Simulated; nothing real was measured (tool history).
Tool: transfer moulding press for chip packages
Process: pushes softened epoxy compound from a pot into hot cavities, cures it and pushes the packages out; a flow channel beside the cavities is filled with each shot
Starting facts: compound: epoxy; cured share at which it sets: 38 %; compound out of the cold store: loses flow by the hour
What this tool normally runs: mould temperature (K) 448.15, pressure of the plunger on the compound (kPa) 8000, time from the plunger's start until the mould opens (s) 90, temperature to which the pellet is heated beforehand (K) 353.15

run   hour  mould temperature (K)  pressure of the plunger on the compound (kPa)  time from the plunger's start until the mould opens (s)  temperature to which the pellet is heated beforehand (K)  incoming compound's hours out of the cold store  length that the compound runs in the flow channel (mm)  greatest force on the pins that push the packages out (N)
  1      0                 448.15                                           8000                                                       90                                                    353.15                                             20.3                                                     640                                                        244
  2   21.4                 448.15                                           8000                                                       90                                                    353.15                                              8.7                                                     676                                                        295
        31  -- cavities cleaned with cleaning compound and waxed
  3   34.3                 448.15                                           7580                                                       90                                                    353.15                                             38.9                                                     565                                                        205
  4   44.6                 448.15                                           7580                                                       90                                                    353.15                                             33.5                                                     579                                                        244
  5     65                 448.15                                           7580                                                       90                                                    353.15                                             26.7                                                     596                                                        285
  6   79.2                 446.15                                           8000                                                       90                                                    353.15                                             31.3                                                     601                                                        340
      83.5  -- cavities cleaned with cleaning compound and waxed
  7   94.3                 444.15                                           8000                                                       90                                                    353.15                                             37.4                                                     586                                                        268
  8  116.7                 448.15                                           8000                                                       90                                                    353.15                                             38.7                                                     576                                                        288
     135.6  -- cavities cleaned with cleaning compound and waxed
  9  141.4                 448.15                                           8000                                                       88                                                    353.15                                             35.3                                                     579                                                        216
 10  161.2                 452.15                                           8000                                                       90                                                    353.15                                             17.8                                                     620                                                        255
 11  180.2                 452.15                                           8000                                                       90                                                    353.15                                             34.6                                                     568                                                        291
     187.6  -- cavities cleaned with cleaning compound and waxed
 12  195.8                 448.15                                           8000                                                      116                                                    353.15                                             35.6                                                     569                                                        209
 13  218.1                 448.15                                           9100                                                      116                                                    353.15                                             20.2                                                     652                                                        259
     239.3  -- cavities cleaned with cleaning compound and waxed
 14  242.7                 448.15                                           8000                                                       90                                                    353.15                                             32.3                                                     577                                                        213
     246.6  -- mould's thermocouples calibrated
 15  259.6                 448.15                                           8000                                                      111                                                    353.15                                             46.8                                                     538                                                        232
 16  281.3                 448.15                                           8000                                                      111                                                    353.15                                             21.9                                                     599                                                        273
       293  -- cavities cleaned with cleaning compound and waxed
 17  302.5                 448.15                                           8000                                                      111                                                    353.15                                             40.3                                                     549                                                        207
     309.2  -- plunger's sealing rings changed
     323.5  -- mould's thermocouples calibrated, once more
 18  323.9                 448.15                                           8000                                                      111                                                    353.15                                             12.6                                                     660                                                        242
     349.3  -- cavities cleaned with cleaning compound and waxed
 19  349.5                 450.15                                           7650                                                       90                                                    353.15                                             22.4                                                     611                                                        196
 20  366.7                 450.15                                           7650                                                       90                                                    353.15                                              8.5                                                     649                                                        241
 21  377.7                 448.15                                           8000                                                       90                                                    362.15                                               39                                                     576                                                        278
 22  391.8                 448.15                                           8000                                                       90                                                    350.15                                             10.4                                                     659                                                        301
     402.4  -- cavities cleaned with cleaning compound and waxed
 23  412.4                 448.15                                           8000                                                       90                                                    350.15                                             24.7                                                     615                                                        223
 24  426.2                 448.15                                           6950                                                       90                                                    349.15                                             24.1                                                     569                                                        278
 25    442                 448.15                                           9490                                                       96                                                    361.15                                             19.1                                                     683                                                        285
     453.9  -- cavities cleaned with cleaning compound and waxed
 26  456.5                 448.15                                           9490                                                       96                                                    361.15                                             38.5                                                     623                                                        185
 27  466.7                 448.15                                           9490                                                      110                                                    361.15                                             28.5                                                     646                                                        215

Some steps in length that the compound runs in the flow channel (mm), run to run, broken into two amounts with sign: the step expected even without the hidden condition (settings, incoming material, random variation), and the rest, left for the hidden condition together with whatever gauge scatter is not in both the measured and the hidden-condition-free result:
Hidden state present: true mould temperature over the reading, C; pressure that reaches the compound, % of what is set; grip of the stained cavities, % over clean ones'; drift of the gauge itself on flow_mm, %; drift of the gauge itself on push_out_n, %.
Run 2 -> 3: pressure of the plunger on the compound (kPa) 8000 -> 7580, cavities cleaned with cleaning compound and waxed. length that the compound runs in the flow channel (mm) -111: hidden state +0, all else -111.
Run 12 -> 13: pressure of the plunger on the compound (kPa) 8000 -> 9100. length that the compound runs in the flow channel (mm) +83: hidden state -6, all else +89.
Run 17 -> 18: plunger's sealing rings changed, mould's thermocouples calibrated, once more. length that the compound runs in the flow channel (mm) +111: hidden state +30, all else +81.
Run 24 -> 25: pressure of the plunger on the compound (kPa) 6950 -> 9490, time from the plunger's start until the mould opens (s) 90 -> 96, temperature to which the pellet is heated beforehand (K) 349.15 -> 361.15. length that the compound runs in the flow channel (mm) +114: hidden state -6, all else +120.
